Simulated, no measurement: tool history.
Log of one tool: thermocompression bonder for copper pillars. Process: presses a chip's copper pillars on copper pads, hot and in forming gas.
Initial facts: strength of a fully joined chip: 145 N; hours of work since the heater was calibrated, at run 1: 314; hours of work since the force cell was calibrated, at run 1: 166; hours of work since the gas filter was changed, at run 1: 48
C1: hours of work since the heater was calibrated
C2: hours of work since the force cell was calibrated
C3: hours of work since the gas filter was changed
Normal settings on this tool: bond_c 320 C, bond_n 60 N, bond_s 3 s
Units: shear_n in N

run 1 hour=0 | bond_c=320 bond_n=60 bond_s=3 | C1=314 C2=166 C3=48 | shear_n=96.8
run 2 hour=20.3 | bond_c=320 bond_n=60 bond_s=3 | C1=331 C2=183 C3=65 | shear_n=96.6
run 3 hour=57.1 | bond_c=320 bond_n=60 bond_s=3 | C1=360 C2=212 C3=94 | shear_n=96.2
run 4 hour=101.3 | bond_c=320 bond_n=60 bond_s=3 | C1=395 C2=247 C3=129 | shear_n=94.2
-- hour=127 forming gas filter changed
run 5 hour=138 | bond_c=320 bond_n=36 bond_s=3 | C1=424 C2=276 C3=9 | shear_n=74.1
run 6 hour=157.6 | bond_c=320 bond_n=60 bond_s=3 | C1=440 C2=292 C3=24 | shear_n=98
run 7 hour=189.3 | bond_c=320 bond_n=60 bond_s=3 | C1=466 C2=317 C3=50 | shear_n=96.3
run 8 hour=224.7 | bond_c=320 bond_n=60 bond_s=3 | C1=494 C2=346 C3=78 | shear_n=96.1
run 9 hour=263.2 | bond_c=320 bond_n=41 bond_s=3 | C1=525 C2=376 C3=109 | shear_n=77.2
run 10 hour=283.4 | bond_c=320 bond_n=41 bond_s=3 | C1=541 C2=393 C3=125 | shear_n=77.4
run 11 hour=310.9 | bond_c=309 bond_n=41 bond_s=3 | C1=563 C2=415 C3=147 | shear_n=71.4
-- hour=317.3 forming gas filter changed
run 12 hour=343.9 | bond_c=309 bond_n=43 bond_s=3 | C1=589 C2=441 C3=21 | shear_n=75
run 13 hour=364.8 | bond_c=320 bond_n=60 bond_s=8 | C1=605 C2=457 C3=38 | shear_n=119.1
run 14 hour=387.2 | bond_c=320 bond_n=60 bond_s=2 | C1=623 C2=475 C3=56 | shear_n=86.1
run 15 hour=406.7 | bond_c=320 bond_n=60 bond_s=2 | C1=639 C2=491 C3=72 | shear_n=86.6
run 16 hour=428.3 | bond_c=320 bond_n=60 bond_s=3 | C1=656 C2=508 C3=89 | shear_n=94.9
run 17 hour=450.9 | bond_c=327 bond_n=50 bond_s=8 | C1=674 C2=526 C3=107 | shear_n=114.3
run 18 hour=475.4 | bond_c=339 bond_n=48 bond_s=8 | C1=694 C2=546 C3=126 | shear_n=117.3
run 19 hour=503 | bond_c=305 bond_n=38 bond_s=7 | C1=716 C2=568 C3=149 | shear_n=85.3
-- hour=505.6 forming gas filter changed
run 20 hour=536.4 | bond_c=329 bond_n=46 bond_s=5 | C1=742 C2=594 C3=25 | shear_n=102.8
run 21 hour=557.1 | bond_c=329 bond_n=63 bond_s=8 | C1=759 C2=611 C3=41 | shear_n=125.1
run 22 hour=579 | bond_c=320 bond_n=60 bond_s=2 | C1=776 C2=628 C3=59 | shear_n=85
run 23 hour=599.5 | bond_c=326 bond_n=60 bond_s=6 | C1=793 C2=645 C3=75 | shear_n=114.9
run 24 hour=628.1 | bond_c=316 bond_n=70 bond_s=2 | C1=816 C2=668 C3=98 | shear_n=88.8
run 25 hour=648.4 | bond_c=316 bond_n=70 bond_s=2 | C1=832 C2=684 C3=114 | shear_n=87.9
run 26 hour=690.8 | bond_c=316 bond_n=70 bond_s=2 | C1=866 C2=718 C3=148 | shear_n=87.8
-- hour=695 forming gas filter changed
run 27 hour=712 | bond_c=316 bond_n=70 bond_s=2 | C1=882 C2=734 C3=14 | shear_n=91.4
run 28 hour=751.2 | bond_c=316 bond_n=70 bond_s=2 | C1=914 C2=766 C3=45 | shear_n=90.5
run 29 hour=790.6 | bond_c=292 bond_n=60 bond_s=3 | C1=945 C2=797 C3=76 | shear_n=77.1
run 30 hour=812.7 | bond_c=292 bond_n=60 bond_s=3 | C1=963 C2=815 C3=94 | shear_n=76.8
run 31 hour=852 | bond_c=325 bond_n=60 bond_s=3 | C1=994 C2=846 C3=126 | shear_n=96.1

Pick out some run-to-run changes in shear_n. Of each, how much would a tool without hidden state show as well, from the settings, what came in and chance, and how much is left for the hidden state and any gauge scatter not in both results compared?
Hidden state present: true temperature of the bond over the reading, C; force that reaches the chip, % of what is set; oxide that the forming gas leaves, % of the face; drift of the gauge itself on shear_n, %.
Run 4 -> 5: bond_n 60 -> 36, forming gas filter changed. shear_n -20.1 N: hidden state +3.8, all else -23.9.
Run 12 -> 13: bond_c 309 -> 320, bond_n 43 -> 60, bond_s 3 -> 8. shear_n +44.1 N: hidden state -0.5, all else +44.6.
Run 13 -> 14: bond_s 8 -> 2. shear_n -33 N: hidden state -0.4, all else -32.6.
Run 19 -> 20: bond_c 305 -> 329, bond_n 38 -> 46, bond_s 7 -> 5, forming gas filter changed. shear_n +17.5 N: hidden state +3.4, all else +14.1.
Run 21 -> 22: bond_c 329 -> 320, bond_n 63 -> 60, bond_s 8 -> 2. shear_n -40.1 N: hidden state -0.7, all else -39.4.
Run 26 -> 27: forming gas filter changed. shear_n +3.6 N: hidden state +3.4, all else +0.2.
